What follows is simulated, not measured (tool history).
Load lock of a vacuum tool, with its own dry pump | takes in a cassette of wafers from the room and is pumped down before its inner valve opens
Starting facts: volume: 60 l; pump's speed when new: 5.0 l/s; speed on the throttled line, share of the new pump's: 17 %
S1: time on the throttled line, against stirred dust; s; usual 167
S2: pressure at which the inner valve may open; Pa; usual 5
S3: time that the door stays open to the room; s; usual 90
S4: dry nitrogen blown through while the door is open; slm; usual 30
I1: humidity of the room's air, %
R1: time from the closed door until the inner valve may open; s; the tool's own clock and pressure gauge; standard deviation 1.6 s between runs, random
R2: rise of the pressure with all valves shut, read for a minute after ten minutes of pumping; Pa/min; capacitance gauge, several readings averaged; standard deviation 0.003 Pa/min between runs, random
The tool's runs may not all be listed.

{"run": 1, "hour": 0.0, "S1": 167, "S2": 5, "S3": 90, "S4": 30, "I1": 44.2, "R1": 261.2, "R2": 0.159}
{"run": 2, "hour": 291.0, "S1": 167, "S2": 5, "S3": 90, "S4": 30, "I1": 45.5, "R1": 263, "R2": 0.165}
{"run": 3, "hour": 572.5, "S1": 167, "S2": 5, "S3": 26, "S4": 30, "I1": 45.1, "R1": 261.8, "R2": 0.159}
{"run": 4, "hour": 856.6, "S1": 95, "S2": 5, "S3": 90, "S4": 30, "I1": 43.1, "R1": 202, "R2": 0.18}
{"run": 5, "hour": 1065.0, "S1": 95, "S2": 5, "S3": 90, "S4": 30, "I1": 43.4, "R1": 206.8, "R2": 0.185}
{"run": 6, "hour": 1354.1, "S1": 95, "S2": 5, "S3": 90, "S4": 30, "I1": 45.1, "R1": 204, "R2": 0.194}
{"run": 7, "hour": 1546.8, "S1": 167, "S2": 5, "S3": 39, "S4": 30, "I1": 47.1, "R1": 264.5, "R2": 0.193}
{"run": 8, "hour": 1746.1, "S1": 167, "S2": 5, "S3": 90, "S4": 30, "I1": 43.3, "R1": 265.2, "R2": 0.202}
{"run": 9, "hour": 1898.5, "S1": 167, "S2": 5, "S3": 90, "S4": 30, "I1": 47.1, "R1": 269.4, "R2": 0.222}
{"run": 10, "hour": 2091.0, "S1": 167, "S2": 5, "S3": 90, "S4": 30, "I1": 41.9, "R1": 264.3, "R2": 0.224}
{"run": 11, "hour": 2367.1, "S1": 167, "S2": 5, "S3": 90, "S4": 30, "I1": 46.6, "R1": 263, "R2": 0.232}
{"run": 12, "hour": 2553.5, "S1": 167, "S2": 5, "S3": 90, "S4": 30, "I1": 42.2, "R1": 265.9, "R2": 0.238}
{"run": 13, "hour": 2818.2, "S1": 167, "S2": 5, "S3": 35, "S4": 30, "I1": 43, "R1": 266.9, "R2": 0.235}
{"run": 14, "hour": 2974.9, "S1": 104, "S2": 5, "S3": 167, "S4": 5, "I1": 44.3, "R1": 216.3, "R2": 0.308}
{"run": 15, "hour": 3094.6, "S1": 167, "S2": 6, "S3": 90, "S4": 30, "I1": 42.4, "R1": 265.5, "R2": 0.257}
{"run": 16, "hour": 3258.6, "S1": 167, "S2": 6, "S3": 90, "S4": 30, "I1": 45.1, "R1": 265.6, "R2": 0.263}
{"run": 17, "hour": 3423.1, "S1": 285, "S2": 5, "S3": 49, "S4": 30, "I1": 44.2, "R1": 364.6, "R2": 0.259}

Predict each of these 5 candidate next runs independently; none follows another, all start after run 17:
{"run": "A", "hour": 3617.0, "S1": 167, "S2": 5, "S3": 126, "S4": 30, "I1": 46.5, "R1": "?", "R2": "?"}
{"run": "B", "hour": 3617.0, "S1": 89, "S2": 7, "S3": 49, "S4": 30, "I1": 44.2, "R1": "?", "R2": "?"}
{"run": "C", "hour": 3617.0, "S1": 167, "S2": 5, "S3": 90, "S4": 7, "I1": 47.4, "R1": "?", "R2": "?"}
{"run": "D", "hour": 3617.0, "S1": 167, "S2": 7, "S3": 90, "S4": 30, "I1": 46.7, "R1": "?", "R2": "?"}
{"run": "E", "hour": 3617.0, "S1": 285, "S2": 5, "S3": 163, "S4": 20, "I1": 45.9, "R1": "?", "R2": "?"}

run=A R1=269.8 R2=0.282
run=B R1=198.2 R2=0.266
run=C R1=270 R2=0.308
run=D R1=263.5 R2=0.281
run=E R1=373.2 R2=0.301
With the hidden condition removed and each run's random variation left untouched, the same runs would have given:
run=A R1=259.5 R2=0.028
run=B R1=187 R2=0.018
run=C R1=259.6 R2=0.053
run=D R1=253.7 R2=0.027
run=E R1=364.8 R2=0.048

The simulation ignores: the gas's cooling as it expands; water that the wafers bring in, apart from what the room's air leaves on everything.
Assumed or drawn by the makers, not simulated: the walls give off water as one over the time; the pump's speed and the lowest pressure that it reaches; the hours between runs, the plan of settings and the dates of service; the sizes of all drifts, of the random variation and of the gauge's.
